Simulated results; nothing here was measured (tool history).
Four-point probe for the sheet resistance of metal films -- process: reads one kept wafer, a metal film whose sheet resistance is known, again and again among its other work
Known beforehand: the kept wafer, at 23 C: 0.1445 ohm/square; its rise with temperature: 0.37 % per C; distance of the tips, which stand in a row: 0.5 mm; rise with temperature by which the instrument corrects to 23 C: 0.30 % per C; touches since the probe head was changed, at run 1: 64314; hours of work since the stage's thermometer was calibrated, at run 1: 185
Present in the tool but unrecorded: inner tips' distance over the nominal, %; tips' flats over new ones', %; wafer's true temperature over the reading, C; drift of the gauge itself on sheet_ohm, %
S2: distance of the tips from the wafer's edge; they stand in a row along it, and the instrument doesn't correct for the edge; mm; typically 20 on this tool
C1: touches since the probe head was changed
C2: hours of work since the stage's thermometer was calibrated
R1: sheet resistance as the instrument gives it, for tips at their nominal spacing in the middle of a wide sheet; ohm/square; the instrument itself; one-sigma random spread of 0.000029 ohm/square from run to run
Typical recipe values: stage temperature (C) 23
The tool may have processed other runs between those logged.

Run 1, hour 0.0: usual settings; C1 64314; C2 185. Result: R1 0.144543 ohm/square.
Run 2, hour 56.8: usual settings; C1 66413; C2 209. Result: R1 0.144572 ohm/square.
Run 3, hour 114.5: usual settings; C1 68547; C2 233. Result: R1 0.144631 ohm/square.
Run 4, hour 173.1: usual settings but S2 7 mm; C1 70714; C2 257. Result: R1 0.144940 ohm/square.
Run 5, hour 205.9: usual settings but S2 7 mm; C1 71925; C2 271. Result: R1 0.144891 ohm/square.
Run 6, hour 237.1: usual settings but S2 6 mm; C1 73079; C2 284. Result: R1 0.145011 ohm/square.
Run 7, hour 293.1: usual settings but S2 6 mm; C1 75152; C2 307. Result: R1 0.145076 ohm/square.
Run 8, hour 334.5: usual settings but stage temperature (C) 21, S2 6 mm; C1 76681; C2 324. Result: R1 0.144845 ohm/square.
Run 9, hour 395.7: usual settings but stage temperature (C) 21, S2 6 mm; C1 78945; C2 350. Result: R1 0.144818 ohm/square.
Run 10, hour 428.9: usual settings; C1 80172; C2 364. Result: R1 0.144507 ohm/square.
Run 11, hour 481.1: usual settings; C1 82103; C2 385. Result: R1 0.144538 ohm/square.
Run 12, hour 518.7: usual settings but S2 22 mm; C1 83490; C2 401. Result: R1 0.144509 ohm/square.
Run 13, hour 549.3: usual settings but S2 30 mm; C1 84623; C2 414. Result: R1 0.144509 ohm/square.
Run 14, hour 606.1: usual settings but stage temperature (C) 35, S2 3 mm; C1 86725; C2 437. Result: R1 0.147847 ohm/square.
Run 15, hour 650.2: usual settings but stage temperature (C) 30; C1 88355; C2 456. Result: R1 0.145249 ohm/square.
Run 16, hour 680.3: usual settings but stage temperature (C) 22, S2 7 mm; C1 89467; C2 468. Result: R1 0.144741 ohm/square.
Run 17, hour 712.8: usual settings but stage temperature (C) 19, S2 14 mm; C1 90670; C2 482. Result: R1 0.144213 ohm/square.
Run 18, hour 762.4: usual settings but stage temperature (C) 19, S2 14 mm; C1 92504; C2 502. Result: R1 0.144136 ohm/square.
Run 19, hour 789.4: usual settings but stage temperature (C) 30, S2 65 mm; C1 93501; C2 513. Result: R1 0.145218 ohm/square.
Run 20, hour 819.3: usual settings but stage temperature (C) 30, S2 65 mm; C1 94607; C2 526. Result: R1 0.145202 ohm/square.
Run 21, hour 884.1: usual settings but stage temperature (C) 18, S2 5 mm; C1 97003; C2 553. Result: R1 0.144783 ohm/square.
Run 22, hour 928.3: usual settings but stage temperature (C) 24, S2 4 mm; C1 98637; C2 571. Result: R1 0.145793 ohm/square.
Run 23, hour 981.9: usual settings but stage temperature (C) 24, S2 4 mm; C1 100620; C2 594. Result: R1 0.145846 ohm/square.
Run 24, hour 1011.9: usual settings but stage temperature (C) 20, S2 6 mm; C1 101728; C2 606. Result: R1 0.144679 ohm/square.
Run 25, hour 1047.5: usual settings but stage temperature (C) 34, S2 4 mm; C1 103043; C2 621. Result: R1 0.146738 ohm/square.

Forecast each of these 4 alternatives for the next run:
Run A, hour 1094.6: usual settings but stage temperature (C) 30, S2 34 mm; C1 104785; C2 640. Result: R1 ?.
Run B, hour 1094.6: usual settings but stage temperature (C) 20, S2 9 mm; C1 104785; C2 640. Result: R1 ?.
Run C, hour 1094.6: usual settings but stage temperature (C) 26, S2 30 mm; C1 104785; C2 640. Result: R1 ?.
Run D, hour 1094.6: usual settings but stage temperature (C) 20, S2 4 mm; C1 104785; C2 640. Result: R1 ?.

run        R1
  A  0.145211
  B  0.144445
  C  0.144758
  D  0.145401
Stripped of hidden state, with their random variation kept, the same runs would have yielded:
run        R1
  A  0.145221
  B  0.144455
  C  0.144768
  D  0.145411
